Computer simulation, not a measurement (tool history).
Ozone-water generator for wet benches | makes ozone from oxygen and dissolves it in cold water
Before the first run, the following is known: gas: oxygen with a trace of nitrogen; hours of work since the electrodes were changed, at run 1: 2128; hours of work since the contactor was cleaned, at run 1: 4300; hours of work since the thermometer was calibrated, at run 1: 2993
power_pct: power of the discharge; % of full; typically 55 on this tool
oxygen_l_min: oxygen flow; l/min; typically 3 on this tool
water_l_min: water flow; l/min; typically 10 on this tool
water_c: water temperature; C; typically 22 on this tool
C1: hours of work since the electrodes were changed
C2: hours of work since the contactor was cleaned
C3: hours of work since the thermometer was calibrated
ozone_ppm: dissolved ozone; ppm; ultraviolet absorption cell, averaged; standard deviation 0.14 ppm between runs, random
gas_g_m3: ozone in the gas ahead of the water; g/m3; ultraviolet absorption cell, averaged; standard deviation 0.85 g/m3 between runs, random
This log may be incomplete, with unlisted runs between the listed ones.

{"run": 1, "hour": 0.0, "power_pct": 55, "oxygen_l_min": 3, "water_l_min": 10, "water_c": 22, "C1": 2128, "C2": 4300, "C3": 2993, "ozone_ppm": 13.4, "gas_g_m3": 131.1}
{"run": 2, "hour": 42.7, "power_pct": 55, "oxygen_l_min": 3, "water_l_min": 10, "water_c": 22, "C1": 2161, "C2": 4333, "C3": 3026, "ozone_ppm": 13.5, "gas_g_m3": 132.8}
{"run": 3, "hour": 110.5, "power_pct": 55, "oxygen_l_min": 3, "water_l_min": 10, "water_c": 22, "C1": 2213, "C2": 4385, "C3": 3078, "ozone_ppm": 13.6, "gas_g_m3": 131.8}
{"run": 4, "hour": 151.5, "power_pct": 55, "oxygen_l_min": 3, "water_l_min": 9, "water_c": 22, "C1": 2244, "C2": 4416, "C3": 3109, "ozone_ppm": 14.6, "gas_g_m3": 130.7}
{"run": 5, "hour": 234.5, "power_pct": 55, "oxygen_l_min": 3, "water_l_min": 9, "water_c": 22, "C1": 2308, "C2": 4480, "C3": 3173, "ozone_ppm": 14.6, "gas_g_m3": 131.1}
{"run": 6, "hour": 316.9, "power_pct": 55, "oxygen_l_min": 3, "water_l_min": 9, "water_c": 22, "C1": 2371, "C2": 4543, "C3": 3236, "ozone_ppm": 14.4, "gas_g_m3": 130.5}
{"run": 7, "hour": 401.2, "power_pct": 55, "oxygen_l_min": 3, "water_l_min": 10, "water_c": 22, "C1": 2436, "C2": 4608, "C3": 3301, "ozone_ppm": 13.2, "gas_g_m3": 132}
{"run": 8, "hour": 474.7, "power_pct": 55, "oxygen_l_min": 3, "water_l_min": 10, "water_c": 22, "C1": 2492, "C2": 4664, "C3": 3357, "ozone_ppm": 13.2, "gas_g_m3": 131.7}
{"run": 9, "hour": 525.7, "power_pct": 55, "oxygen_l_min": 3, "water_l_min": 6, "water_c": 22, "C1": 2531, "C2": 4703, "C3": 3396, "ozone_ppm": 19.3, "gas_g_m3": 129.3}
{"run": 10, "hour": 581.7, "power_pct": 55, "oxygen_l_min": 3, "water_l_min": 6, "water_c": 22, "C1": 2574, "C2": 4746, "C3": 3439, "ozone_ppm": 19.6, "gas_g_m3": 129.7}
{"run": 11, "hour": 621.1, "power_pct": 55, "oxygen_l_min": 2.07, "water_l_min": 10, "water_c": 22, "C1": 2604, "C2": 4776, "C3": 3469, "ozone_ppm": 12.6, "gas_g_m3": 151}
{"run": 12, "hour": 661.0, "power_pct": 55, "oxygen_l_min": 3, "water_l_min": 10, "water_c": 22, "C1": 2635, "C2": 4807, "C3": 3500, "ozone_ppm": 13, "gas_g_m3": 129.4}
{"run": 13, "hour": 707.0, "power_pct": 55, "oxygen_l_min": 3, "water_l_min": 10, "water_c": 22, "C1": 2670, "C2": 4842, "C3": 3535, "ozone_ppm": 13.1, "gas_g_m3": 127.6}
{"run": 14, "hour": 750.9, "power_pct": 55, "oxygen_l_min": 2.75, "water_l_min": 10, "water_c": 22, "C1": 2703, "C2": 4875, "C3": 3568, "ozone_ppm": 13, "gas_g_m3": 133.5}
{"run": 15, "hour": 822.2, "power_pct": 55, "oxygen_l_min": 1.71, "water_l_min": 10, "water_c": 22, "C1": 2758, "C2": 4930, "C3": 3623, "ozone_ppm": 11.9, "gas_g_m3": 162.6}
{"run": 16, "hour": 874.9, "power_pct": 55, "oxygen_l_min": 1.71, "water_l_min": 10, "water_c": 22, "C1": 2798, "C2": 4970, "C3": 3663, "ozone_ppm": 12, "gas_g_m3": 161.5}
{"hour": 880.9, "done": "water thermometer calibrated"}
{"run": 17, "hour": 915.8, "power_pct": 54, "oxygen_l_min": 3, "water_l_min": 10, "water_c": 22, "C1": 2829, "C2": 5001, "C3": 27, "ozone_ppm": 13.1, "gas_g_m3": 126.6}
{"run": 18, "hour": 980.0, "power_pct": 55, "oxygen_l_min": 3, "water_l_min": 14, "water_c": 18, "C1": 2879, "C2": 5051, "C3": 76, "ozone_ppm": 9.9, "gas_g_m3": 129.8}
{"run": 19, "hour": 1019.9, "power_pct": 59, "oxygen_l_min": 1.67, "water_l_min": 8, "water_c": 22, "C1": 2909, "C2": 5081, "C3": 106, "ozone_ppm": 15.4, "gas_g_m3": 169.2}

Run 20 is up next; what results do you expect?
{"run": 20, "hour": 1092.3, "power_pct": 59, "oxygen_l_min": 1.67, "water_l_min": 8, "water_c": 22, "C1": 2965, "C2": 5137, "C3": 162, "ozone_ppm": "?", "gas_g_m3": "?"}

ozone_ppm: 15.5 ppm
gas_g_m3: 172 g/m3
With the hidden condition absent and the run-to-run variation left alone, this run would have shown ozone_ppm 18 ppm, gas_g_m3 183.4 g/m3.
